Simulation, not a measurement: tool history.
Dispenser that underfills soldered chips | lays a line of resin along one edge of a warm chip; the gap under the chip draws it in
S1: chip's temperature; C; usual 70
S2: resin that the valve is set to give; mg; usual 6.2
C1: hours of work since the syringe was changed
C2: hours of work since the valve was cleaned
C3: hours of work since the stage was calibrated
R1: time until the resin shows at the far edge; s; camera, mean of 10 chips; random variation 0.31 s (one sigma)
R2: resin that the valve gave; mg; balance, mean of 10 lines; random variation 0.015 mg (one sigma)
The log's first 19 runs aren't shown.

At hour 86: new syringe of resin.
Run 20, hour 86.7: usual settings but S1 61 C, S2 7.65 mg; C1 1; C2 48; C3 239. Result: R1 14.7 s, R2 7.46 mg.
Run 21, hour 89.8: usual settings but S1 72 C, S2 7.43 mg; C1 3; C2 50; C3 241. Result: R1 9.3 s, R2 7.24 mg.
Run 22, hour 92.4: usual settings but S1 64 C, S2 5.3 mg; C1 5; C2 52; C3 243. Result: R1 18.7 s, R2 5.21 mg.
At hour 96.5: new syringe of resin.
Run 23, hour 97.9: usual settings but S1 67 C, S2 7.5 mg; C1 1; C2 56; C3 246. Result: R1 10.9 s, R2 7.3 mg.
Run 24, hour 102.6: usual settings but S1 73 C, S2 5.5 mg; C1 4; C2 59; C3 250. Result: R1 12 s, R2 5.35 mg.
At hour 106.9: dispensing valve cleaned and set on the balance.
Run 25, hour 107.3: usual settings but S1 73 C, S2 5.5 mg; C1 7; C2 0; C3 252. Result: R1 14.4 s, R2 5.49 mg.
At hour 107.9: new syringe of resin.
Run 26, hour 112.6: usual settings but S1 73 C, S2 5.5 mg; C1 3; C2 4; C3 256. Result: R1 10.3 s, R2 5.51 mg.
At hour 118.2: new syringe of resin.
Run 27, hour 118.8: usual settings but S1 76 C, S2 5.71 mg; C1 0; C2 8; C3 260. Result: R1 6.8 s, R2 5.71 mg.
Run 28, hour 124.5: usual settings but S1 65 C, S2 5.68 mg; C1 5; C2 12; C3 264. Result: R1 17.7 s, R2 5.65 mg.
At hour 128.5: new syringe of resin.
Run 29, hour 130.7: usual settings but S1 80 C; C1 2; C2 16; C3 269. Result: R1 5.8 s, R2 6.16 mg.
Run 30, hour 136: usual settings but S1 80 C; C1 5; C2 20; C3 272. Result: R1 8.3 s, R2 6.15 mg.
At hour 138.8: new syringe of resin.
Run 31, hour 142.2: usual settings but S1 81 C, S2 7.07 mg; C1 2; C2 25; C3 277. Result: R1 5.9 s, R2 6.98 mg.
Run 32, hour 147.3: usual settings but S1 79 C, S2 5.39 mg; C1 6; C2 28; C3 280. Result: R1 9.3 s, R2 5.34 mg.
At hour 149.1: new syringe of resin.
Run 33, hour 152.1: usual settings but S1 75 C, S2 6.94 mg; C1 2; C2 31; C3 284. Result: R1 8.2 s, R2 6.86 mg.
Run 34, hour 154.8: usual settings but S1 75 C, S2 6.94 mg; C1 4; C2 33; C3 286. Result: R1 9.7 s, R2 6.82 mg.

5 ways to go on from here, each from the tool as it stands after run 34. What would each give?
At hour 159.5: new syringe of resin.
Run A, hour 160.2: usual settings but S1 56 C, S2 5.36 mg; C1 1; C2 37; C3 289. Result: R1 ?, R2 ?.
At hour 159.5: new syringe of resin.
Run B, hour 160.2: usual settings but S1 58 C, S2 7.66 mg; C1 1; C2 37; C3 289. Result: R1 ?, R2 ?.
At hour 159.5: new syringe of resin.
Run C, hour 160.2: usual settings but S1 79 C, S2 5.37 mg; C1 1; C2 37; C3 289. Result: R1 ?, R2 ?.
At hour 159.5: new syringe of resin.
Run D, hour 160.2: usual settings but S1 75 C, S2 5.43 mg; C1 1; C2 37; C3 289. Result: R1 ?, R2 ?.
At hour 159.5: new syringe of resin.
Run E, hour 160.2: usual settings but S1 65 C, S2 6.94 mg; C1 1; C2 37; C3 289. Result: R1 ?, R2 ?.

run    R1    R2
  A  20.7  5.29
  B  17.2  7.54
  C   5.5  5.27
  D   7.4  5.34
  E    12  6.85
Without the tool's hidden state the same runs would have given:
run    R1    R2
  A  21.4  5.37
  B  17.8  7.66
  C   5.6  5.36
  D   7.5  5.43
  E  12.3  6.96
